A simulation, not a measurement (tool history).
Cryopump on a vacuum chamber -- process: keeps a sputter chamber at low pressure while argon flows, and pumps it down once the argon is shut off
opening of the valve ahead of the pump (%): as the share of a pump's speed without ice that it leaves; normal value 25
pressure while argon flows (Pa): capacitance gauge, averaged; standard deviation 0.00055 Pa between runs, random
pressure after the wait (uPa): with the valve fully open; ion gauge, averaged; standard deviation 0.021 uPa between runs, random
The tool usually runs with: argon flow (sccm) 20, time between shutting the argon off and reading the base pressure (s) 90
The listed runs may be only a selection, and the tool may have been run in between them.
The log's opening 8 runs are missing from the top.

run,hour,argon flow (sccm),time between shutting the argon off and reading the base pressure (s),opening of the valve ahead of the pump (%),pressure while argon flows (Pa),pressure after the wait (uPa)
9,136.2,20,90,25,0.0595,0.54
10,153.9,20,90,25,0.0604,0.58
11,175.7,20,90,25,0.0594,0.56
12,187.9,20,90,25,0.0592,0.58
13,206.3,20,90,25,0.0598,0.59
14,229,27,90,25,0.0802,0.58
15,251.5,27,90,25,0.0813,0.57
16,262,27,90,25,0.0798,0.61
17,274.2,27,90,25,0.0804,0.54
18,291.8,20,255,25,0.06,0.5
19,308.3,20,255,25,0.061,0.43
20,322.8,30,90,16,0.1391,0.59
21,337.5,30,90,16,0.1402,0.62
22,359.1,30,90,16,0.1395,0.58
23,380.9,18,52,22,0.0609,0.8
24,403.7,12,90,25,0.0359,0.66
25,424.5,12,90,25,0.0375,0.64
26,441,12,90,25,0.0362,0.64
27,451.9,12,90,25,0.0368,0.65
28,474.9,20,56,43,0.0361,0.79
29,491,20,56,43,0.0365,0.77

Run 30 is up next; what results do you expect?
30,508.4,20,56,43,?,?

{"run 30": {"pressure while argon flows (Pa)": 0.037, "pressure after the wait (uPa)": 0.81}}
Minus the tool's unlogged condition, the same run would have read pressure while argon flows (Pa) 0.0346, pressure after the wait (uPa) 0.5.
